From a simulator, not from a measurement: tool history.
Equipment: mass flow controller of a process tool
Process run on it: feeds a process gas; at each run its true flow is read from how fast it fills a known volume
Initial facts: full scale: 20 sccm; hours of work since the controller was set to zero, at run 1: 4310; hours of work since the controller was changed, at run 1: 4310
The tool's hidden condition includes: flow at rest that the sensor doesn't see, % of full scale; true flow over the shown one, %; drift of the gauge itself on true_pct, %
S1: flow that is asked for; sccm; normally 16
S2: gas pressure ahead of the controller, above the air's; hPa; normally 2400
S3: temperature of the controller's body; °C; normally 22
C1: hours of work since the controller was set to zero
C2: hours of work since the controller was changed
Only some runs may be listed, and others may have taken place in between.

{"run": 1, "hour": 0.0, "S1": 16, "S2": 2400, "S3": 22, "C1": 4310, "C2": 4310, "true flow (%)": 99.37}
{"run": 2, "hour": 151.8, "S1": 3, "S2": 2400, "S3": 22, "C1": 4381, "C2": 4381, "true flow (%)": 97.69}
{"run": 3, "hour": 450.5, "S1": 3, "S2": 2400, "S3": 22, "C1": 4522, "C2": 4522, "true flow (%)": 97.87}
{"run": 4, "hour": 692.4, "S1": 6, "S2": 2400, "S3": 22, "C1": 4636, "C2": 4636, "true flow (%)": 98.23}
{"run": 5, "hour": 888.5, "S1": 6, "S2": 2400, "S3": 22, "C1": 4728, "C2": 4728, "true flow (%)": 98.2}
{"run": 6, "hour": 1156.9, "S1": 16, "S2": 2400, "S3": 26, "C1": 4855, "C2": 4855, "true flow (%)": 99.11}
{"run": 7, "hour": 1368.8, "S1": 16, "S2": 2400, "S3": 26, "C1": 4955, "C2": 4955, "true flow (%)": 99.29}
{"run": 8, "hour": 1562.8, "S1": 16, "S2": 2400, "S3": 27, "C1": 5046, "C2": 5046, "true flow (%)": 99.06}
{"hour": 1718.4, "done": "controller's zero set anew"}
{"run": 9, "hour": 1744.6, "S1": 16, "S2": 2400, "S3": 27, "C1": 12, "C2": 5131, "true flow (%)": 98.96}
{"run": 10, "hour": 2034.1, "S1": 16, "S2": 2400, "S3": 22, "C1": 149, "C2": 5268, "true flow (%)": 99.43}
{"run": 11, "hour": 2256.7, "S1": 6, "S2": 2400, "S3": 22, "C1": 253, "C2": 5372, "true flow (%)": 98.13}
{"run": 12, "hour": 2513.5, "S1": 16, "S2": 1680, "S3": 22, "C1": 374, "C2": 5493, "true flow (%)": 100.03}
{"run": 13, "hour": 2801.1, "S1": 16, "S2": 1680, "S3": 22, "C1": 510, "C2": 5629, "true flow (%)": 99.98}
{"run": 14, "hour": 2991.8, "S1": 16, "S2": 1680, "S3": 22, "C1": 600, "C2": 5719, "true flow (%)": 99.9}
{"run": 15, "hour": 3225.7, "S1": 16, "S2": 1680, "S3": 22, "C1": 710, "C2": 5829, "true flow (%)": 100.08}
{"run": 16, "hour": 3504.5, "S1": 16, "S2": 1680, "S3": 22, "C1": 841, "C2": 5960, "true flow (%)": 99.9}
{"run": 17, "hour": 3726.5, "S1": 16, "S2": 1680, "S3": 35, "C1": 946, "C2": 6065, "true flow (%)": 98.79}
{"run": 18, "hour": 3857.6, "S1": 16, "S2": 1790, "S3": 35, "C1": 1007, "C2": 6126, "true flow (%)": 98.58}
{"run": 19, "hour": 4016.3, "S1": 16, "S2": 2400, "S3": 22, "C1": 1082, "C2": 6201, "true flow (%)": 99.5}
{"run": 20, "hour": 4168.1, "S1": 16, "S2": 2400, "S3": 22, "C1": 1154, "C2": 6272, "true flow (%)": 99.59}
{"run": 21, "hour": 4295.6, "S1": 16, "S2": 2400, "S3": 22, "C1": 1214, "C2": 6333, "true flow (%)": 99.65}
{"run": 22, "hour": 4569.7, "S1": 16, "S2": 2400, "S3": 22, "C1": 1343, "C2": 6462, "true flow (%)": 99.58}
{"run": 23, "hour": 4699.9, "S1": 16, "S2": 2400, "S3": 22, "C1": 1404, "C2": 6523, "true flow (%)": 99.39}
{"run": 24, "hour": 4938.0, "S1": 16, "S2": 2400, "S3": 22, "C1": 1516, "C2": 6635, "true flow (%)": 99.62}
{"run": 25, "hour": 5205.9, "S1": 5, "S2": 2570, "S3": 22, "C1": 1642, "C2": 6761, "true flow (%)": 97.99}
{"run": 26, "hour": 5378.4, "S1": 10, "S2": 2080, "S3": 32, "C1": 1723, "C2": 6842, "true flow (%)": 97.93}
{"run": 27, "hour": 5595.9, "S1": 10, "S2": 1750, "S3": 32, "C1": 1826, "C2": 6945, "true flow (%)": 98.2}
{"run": 28, "hour": 5786.9, "S1": 16, "S2": 1980, "S3": 39, "C1": 1916, "C2": 7035, "true flow (%)": 98.09}
{"run": 29, "hour": 5922.1, "S1": 2, "S2": 1930, "S3": 22, "C1": 1980, "C2": 7098, "true flow (%)": 97.92}
{"run": 30, "hour": 6127.8, "S1": 6, "S2": 1930, "S3": 24, "C1": 2076, "C2": 7195, "true flow (%)": 98.35}
{"run": 31, "hour": 6396.7, "S1": 6, "S2": 1930, "S3": 24, "C1": 2203, "C2": 7322, "true flow (%)": 98.29}
{"run": 32, "hour": 6587.8, "S1": 6, "S2": 1930, "S3": 24, "C1": 2293, "C2": 7412, "true flow (%)": 98.26}
{"run": 33, "hour": 6814.4, "S1": 18, "S2": 1930, "S3": 20, "C1": 2400, "C2": 7519, "true flow (%)": 100.15}
{"run": 34, "hour": 6988.2, "S1": 18, "S2": 1930, "S3": 20, "C1": 2482, "C2": 7600, "true flow (%)": 100.39}
{"run": 35, "hour": 7285.2, "S1": 18, "S2": 1930, "S3": 20, "C1": 2621, "C2": 7740, "true flow (%)": 100.34}
{"run": 36, "hour": 7552.2, "S1": 7, "S2": 1690, "S3": 36, "C1": 2747, "C2": 7866, "true flow (%)": 97.46}
{"run": 37, "hour": 7815.7, "S1": 6, "S2": 2400, "S3": 22, "C1": 2871, "C2": 7990, "true flow (%)": 98.25}
{"run": 38, "hour": 8059.5, "S1": 2, "S2": 2590, "S3": 32, "C1": 2986, "C2": 8105, "true flow (%)": 96.51}
{"run": 39, "hour": 8337.3, "S1": 17, "S2": 2530, "S3": 38, "C1": 3117, "C2": 8236, "true flow (%)": 98.01}
{"run": 40, "hour": 8569.0, "S1": 3, "S2": 2100, "S3": 35, "C1": 3226, "C2": 8345, "true flow (%)": 96.98}
{"run": 41, "hour": 8703.9, "S1": 3, "S2": 2100, "S3": 35, "C1": 3289, "C2": 8408, "true flow (%)": 96.76}
{"run": 42, "hour": 8878.2, "S1": 3, "S2": 2030, "S3": 32, "C1": 3372, "C2": 8490, "true flow (%)": 97.21}
{"run": 43, "hour": 9041.5, "S1": 3, "S2": 1450, "S3": 39, "C1": 3448, "C2": 8567, "true flow (%)": 96.87}
{"run": 44, "hour": 9220.7, "S1": 17, "S2": 2120, "S3": 32, "C1": 3533, "C2": 8652, "true flow (%)": 98.74}
{"run": 45, "hour": 9504.2, "S1": 6, "S2": 2210, "S3": 22, "C1": 3666, "C2": 8785, "true flow (%)": 98.4}
{"run": 46, "hour": 9765.7, "S1": 4, "S2": 2420, "S3": 36, "C1": 3789, "C2": 8908, "true flow (%)": 96.53}
{"run": 47, "hour": 9977.3, "S1": 9, "S2": 2070, "S3": 22, "C1": 3889, "C2": 9008, "true flow (%)": 98.77}
{"run": 48, "hour": 10245.1, "S1": 14, "S2": 1790, "S3": 22, "C1": 4015, "C2": 9134, "true flow (%)": 99.69}

Here are 5 independent what-if runs from the current tool condition. What would each one return?
{"run": "A", "hour": 10421.3, "S1": 3, "S2": 2790, "S3": 39, "C1": 4098, "C2": 9217, "true flow (%)": "?"}
{"run": "B", "hour": 10421.3, "S1": 2, "S2": 2570, "S3": 35, "C1": 4098, "C2": 9217, "true flow (%)": "?"}
{"run": "C", "hour": 10421.3, "S1": 17, "S2": 2400, "S3": 22, "C1": 4098, "C2": 9217, "true flow (%)": "?"}
{"run": "D", "hour": 10421.3, "S1": 6, "S2": 2750, "S3": 30, "C1": 4098, "C2": 9217, "true flow (%)": "?"}
{"run": "E", "hour": 10421.3, "S1": 13, "S2": 1560, "S3": 22, "C1": 4098, "C2": 9217, "true flow (%)": "?"}

run=A true_flow_(%)=95.95
run=B true_flow_(%)=96.44
run=C true_flow_(%)=99.74
run=D true_flow_(%)=97.1
run=E true_flow_(%)=99.56
Take away the tool's hidden state, keep each run's random variation, and the runs would have read:
run=A true_flow_(%)=95.93
run=B true_flow_(%)=96.41
run=C true_flow_(%)=99.74
run=D true_flow_(%)=97.09
run=E true_flow_(%)=99.55

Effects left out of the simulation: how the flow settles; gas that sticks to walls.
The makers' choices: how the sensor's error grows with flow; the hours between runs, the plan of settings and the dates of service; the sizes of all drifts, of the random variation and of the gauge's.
